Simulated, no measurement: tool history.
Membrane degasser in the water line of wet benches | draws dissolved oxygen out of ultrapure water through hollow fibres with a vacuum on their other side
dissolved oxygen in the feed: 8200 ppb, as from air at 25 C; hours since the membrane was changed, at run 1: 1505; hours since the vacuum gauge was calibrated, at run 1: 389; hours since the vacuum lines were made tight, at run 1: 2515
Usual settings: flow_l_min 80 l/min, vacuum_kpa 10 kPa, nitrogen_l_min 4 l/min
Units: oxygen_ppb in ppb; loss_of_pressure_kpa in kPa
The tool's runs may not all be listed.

run,hour,flow_l_min,vacuum_kpa,nitrogen_l_min,hours since the membrane was changed,hours since the vacuum gauge was calibrated,hours since the vacuum lines were made tight,oxygen_ppb,loss_of_pressure_kpa
1,0,80,10,4,1505,389,2515,550.5,49.95
2,88.7,122,10,4,1593,478,2603,1072.9,76.98
3,211.9,122,10,4,1717,601,2727,1054.5,76.4
4,266.7,122,10,3.01,1771,656,2781,1152.2,76.79
5,373.4,122,10,3.01,1878,763,2888,1165.7,76.38
6,459.4,122,8.3,3.01,1964,849,2974,1056.1,76.78
7,566,122,8.3,3.01,2071,955,3081,1088.8,76.44
8,621.5,122,8.3,3.01,2126,1011,3136,1043.4,76.69
9,694.1,80,10,4,2199,1083,3209,571.1,50.54
10,776.7,91,11.8,2.31,2281,1166,3291,961.8,57.11
# hour 785.1: vacuum gauge calibrated
11,886.1,80,10,10.07,2390,101,3400,400.3,50.1
12,994.2,80,10,10.07,2498,209,3508,395.7,50.08
13,1045.8,86,10,8.47,2550,261,3560,482.9,54.22
# hour 1080.7: vacuum gauge calibrated, once more
14,1110.6,52,10,4.78,2614,30,3624,241.9,32.79
15,1205.7,52,10,4.78,2709,125,3719,238.6,32.73
16,1290.7,80,10,11.67,2794,210,3804,385.6,50.41
17,1376.3,60,6.3,2.85,2880,296,3890,257.9,37.89

4 ways to go on from here, each from the tool as it stands after run 17. What would each give?
A,1451.3,60,13.8,2.85,2955,371,3965,?,?
B,1451.3,57,18.3,4,2955,371,3965,?,?
C,1451.3,60,13.1,2.85,2955,371,3965,?,?
D,1451.3,56,18.3,2.85,2955,371,3965,?,?

run,oxygen_ppb,loss_of_pressure_kpa
A,584.1,37.92
B,559.8,36.03
C,550.7,37.93
D,702.8,35.03
Without the tool's hidden state the same runs would have given:
run,oxygen_ppb,loss_of_pressure_kpa
A,575.2,37.36
B,551.8,35.5
C,542,37.38
D,694.8,34.51
